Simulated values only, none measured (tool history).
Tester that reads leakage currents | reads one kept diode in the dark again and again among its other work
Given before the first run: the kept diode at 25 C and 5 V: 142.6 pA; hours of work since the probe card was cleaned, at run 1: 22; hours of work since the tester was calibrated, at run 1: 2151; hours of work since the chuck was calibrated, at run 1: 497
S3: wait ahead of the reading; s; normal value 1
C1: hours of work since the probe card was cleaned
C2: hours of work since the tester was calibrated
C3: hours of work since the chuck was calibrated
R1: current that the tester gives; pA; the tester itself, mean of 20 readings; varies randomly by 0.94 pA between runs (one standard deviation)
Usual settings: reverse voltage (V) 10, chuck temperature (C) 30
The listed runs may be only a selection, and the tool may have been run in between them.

run 1 hour=0 | reverse_voltage_(V)=10 chuck_temperature_(C)=30 S3=1 | C1=22 C2=2151 C3=497 | R1=267.96
run 2 hour=88.8 | reverse_voltage_(V)=10 chuck_temperature_(C)=30 S3=1 | C1=83 C2=2213 C3=558 | R1=262.69
run 3 hour=179.2 | reverse_voltage_(V)=10 chuck_temperature_(C)=30 S3=1 | C1=146 C2=2275 C3=621 | R1=259.83
run 4 hour=218.5 | reverse_voltage_(V)=10 chuck_temperature_(C)=30 S3=1 | C1=173 C2=2303 C3=648 | R1=258.56
-- hour=265.8 chuck's temperature calibrated
run 5 hour=287.6 | reverse_voltage_(V)=10 chuck_temperature_(C)=30 S3=1 | C1=219 C2=2349 C3=15 | R1=311.01
run 6 hour=355.8 | reverse_voltage_(V)=10 chuck_temperature_(C)=30 S3=1 | C1=267 C2=2396 C3=62 | R1=307.24
run 7 hour=396.1 | reverse_voltage_(V)=10 chuck_temperature_(C)=30 S3=1 | C1=295 C2=2424 C3=90 | R1=305.14
run 8 hour=436.1 | reverse_voltage_(V)=10 chuck_temperature_(C)=30 S3=1 | C1=322 C2=2452 C3=118 | R1=303.12
run 9 hour=521.7 | reverse_voltage_(V)=10 chuck_temperature_(C)=30 S3=1 | C1=382 C2=2511 C3=177 | R1=298.72
run 10 hour=570.7 | reverse_voltage_(V)=10 chuck_temperature_(C)=30 S3=1 | C1=415 C2=2545 C3=211 | R1=297.54
run 11 hour=620.8 | reverse_voltage_(V)=3 chuck_temperature_(C)=30 S3=1 | C1=450 C2=2580 C3=246 | R1=156.74
run 12 hour=707.8 | reverse_voltage_(V)=3 chuck_temperature_(C)=30 S3=1 | C1=510 C2=2640 C3=306 | R1=154.79
run 13 hour=787.8 | reverse_voltage_(V)=9 chuck_temperature_(C)=30 S3=1 | C1=566 C2=2695 C3=361 | R1=270.94
run 14 hour=853.6 | reverse_voltage_(V)=9 chuck_temperature_(C)=46 S3=1 | C1=611 C2=2741 C3=407 | R1=925.01
run 15 hour=897.6 | reverse_voltage_(V)=9 chuck_temperature_(C)=52 S3=1 | C1=642 C2=2772 C3=437 | R1=1418.94
run 16 hour=935.2 | reverse_voltage_(V)=10 chuck_temperature_(C)=30 S3=1 | C1=668 C2=2798 C3=464 | R1=279.64
run 17 hour=1008 | reverse_voltage_(V)=10 chuck_temperature_(C)=30 S3=1 | C1=718 C2=2848 C3=514 | R1=279.56
-- hour=1014.7 tester calibrated
run 18 hour=1065.1 | reverse_voltage_(V)=1.7 chuck_temperature_(C)=30 S3=1.41 | C1=756 C2=35 C3=552 | R1=107.48
run 19 hour=1150.7 | reverse_voltage_(V)=8.2 chuck_temperature_(C)=30 S3=1.34 | C1=816 C2=94 C3=611 | R1=241.9
-- hour=1183.3 tester calibrated, once more
run 20 hour=1227 | reverse_voltage_(V)=10 chuck_temperature_(C)=30 S3=1.24 | C1=867 C2=30 C3=663 | R1=270.06
-- hour=1250.3 chuck's temperature calibrated
run 21 hour=1282.3 | reverse_voltage_(V)=17.7 chuck_temperature_(C)=24 S3=1.24 | C1=904 C2=67 C3=22 | R1=276.89
run 22 hour=1357.5 | reverse_voltage_(V)=17.7 chuck_temperature_(C)=24 S3=1.24 | C1=956 C2=119 C3=74 | R1=274.81
run 23 hour=1430.2 | reverse_voltage_(V)=17.7 chuck_temperature_(C)=24 S3=1.24 | C1=1006 C2=170 C3=125 | R1=271.8
run 24 hour=1492.6 | reverse_voltage_(V)=8.4 chuck_temperature_(C)=30 S3=6.41 | C1=1050 C2=213 C3=168 | R1=283.86
run 25 hour=1535.9 | reverse_voltage_(V)=12.9 chuck_temperature_(C)=22 S3=3.32 | C1=1080 C2=243 C3=198 | R1=190.79
run 26 hour=1574.8 | reverse_voltage_(V)=1.1 chuck_temperature_(C)=30 S3=4.06 | C1=1107 C2=270 C3=225 | R1=96.78
run 27 hour=1637.1 | reverse_voltage_(V)=2.9 chuck_temperature_(C)=30 S3=2.12 | C1=1150 C2=313 C3=268 | R1=159.2
run 28 hour=1704.8 | reverse_voltage_(V)=1.1 chuck_temperature_(C)=30 S3=4.02 | C1=1197 C2=360 C3=315 | R1=94.6
run 29 hour=1782 | reverse_voltage_(V)=1.1 chuck_temperature_(C)=30 S3=4.02 | C1=1250 C2=413 C3=368 | R1=92.88
run 30 hour=1861.9 | reverse_voltage_(V)=1.1 chuck_temperature_(C)=30 S3=4.02 | C1=1305 C2=469 C3=424 | R1=91.45
run 31 hour=1918.8 | reverse_voltage_(V)=2.8 chuck_temperature_(C)=24 S3=1 | C1=1345 C2=508 C3=463 | R1=91.77
run 32 hour=1979.2 | reverse_voltage_(V)=2.8 chuck_temperature_(C)=24 S3=1 | C1=1387 C2=550 C3=505 | R1=91.03
run 33 hour=2052.1 | reverse_voltage_(V)=5.4 chuck_temperature_(C)=48 S3=0.41 | C1=1437 C2=600 C3=555 | R1=808.96

Hidden state or all else? Some run-to-run changes of R1, split into what the settings, what came in and random variation would give without the hidden state, and what is left for the hidden state (with any gauge scatter that isn't in both results):
Hidden conditions of the tool in this case: stray current of the dirty probe card, pA a volt; current scale over the true one, %; true chuck temperature over the reading, C; drift of the gauge itself on leakage_pa, %.
Run 13 -> 14: chuck temperature (C) 30 -> 46. R1 +654.07 pA: hidden state -76.44, all else +730.51.
Run 15 -> 16: reverse voltage (V) 9 -> 10, chuck temperature (C) 52 -> 30. R1 -1139.3 pA: hidden state +133.77, all else -1273.07.
Run 32 -> 33: reverse voltage (V) 2.8 -> 5.4, chuck temperature (C) 24 -> 48, S3 1 -> 0.41. R1 +717.93 pA: hidden state -93.63, all else +811.56.

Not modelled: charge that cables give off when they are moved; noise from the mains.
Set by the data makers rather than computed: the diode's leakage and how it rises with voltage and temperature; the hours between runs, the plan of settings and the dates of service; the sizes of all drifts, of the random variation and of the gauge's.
